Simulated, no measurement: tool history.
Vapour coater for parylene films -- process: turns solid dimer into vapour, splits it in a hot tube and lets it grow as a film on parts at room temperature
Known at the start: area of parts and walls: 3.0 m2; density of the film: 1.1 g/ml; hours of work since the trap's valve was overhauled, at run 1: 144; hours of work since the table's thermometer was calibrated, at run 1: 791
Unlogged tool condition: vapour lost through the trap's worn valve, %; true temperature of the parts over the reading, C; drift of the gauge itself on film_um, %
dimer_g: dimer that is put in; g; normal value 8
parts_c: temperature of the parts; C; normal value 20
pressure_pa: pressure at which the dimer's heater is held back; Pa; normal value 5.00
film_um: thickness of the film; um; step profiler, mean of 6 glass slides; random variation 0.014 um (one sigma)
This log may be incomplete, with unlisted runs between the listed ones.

run     day  dimer_g  parts_c  pressure_pa  hours of work since the trap's valve was overhauled  hours of work since the table's thermometer was calibrated  film_um
  1   0.000        8       20         5.00                                                  144                                                         791     1.22
  2   1.242        8       20         5.00                                                  171                                                         818     1.21
  3   2.154        8       20         5.00                                                  190                                                         837     1.20
      2.896  -- trap's valve overhauled
  4   4.229        8       19         5.00                                                   29                                                         878     1.36
  5   5.088        8       19         5.00                                                   47                                                         896     1.31
  6   6.617        8       20        10.04                                                   80                                                         929     1.12
  7   8.033        8       20        10.04                                                  110                                                         959     1.13
  8   9.229        5       20        10.04                                                  135                                                         985     0.69
  9  10.812        9       20         5.61                                                  169                                                        1019     1.35
     12.667  -- trap's valve overhauled
 10  12.667        9       20         5.61                                                    0                                                        1055     1.40
 11  14.004        9       20         5.61                                                   29                                                        1083     1.43
 12  15.608        9       20         5.61                                                   63                                                        1118     1.36
 13  16.483        8       20        11.88                                                   82                                                        1136     1.08
     17.075  -- table's thermometer calibrated
 14  17.358        8       31         2.94                                                   99                                                           6     0.82
 15  18.550        8       31         2.94                                                  125                                                          31     0.84
 16  20.129        6       17         5.77                                                  159                                                          65     1.02

Below are 4 alternative next runs, each starting from the tool's condition after run 16. Predict each:
  A  21.646        6       17         2.69                                                  191                                                          98        ?
  B  21.646        5       20         5.00                                                  191                                                          98        ?
  C  21.646        3       17         9.90                                                  191                                                          98        ?
  D  21.646        4       17         5.00                                                  191                                                          98        ?

run  film_um
  A     1.15
  B     0.75
  C     0.46
  D     0.69
Had the tool no hidden state, the same runs would have come out as:
run  film_um
  A     1.23
  B     0.81
  C     0.49
  D     0.74

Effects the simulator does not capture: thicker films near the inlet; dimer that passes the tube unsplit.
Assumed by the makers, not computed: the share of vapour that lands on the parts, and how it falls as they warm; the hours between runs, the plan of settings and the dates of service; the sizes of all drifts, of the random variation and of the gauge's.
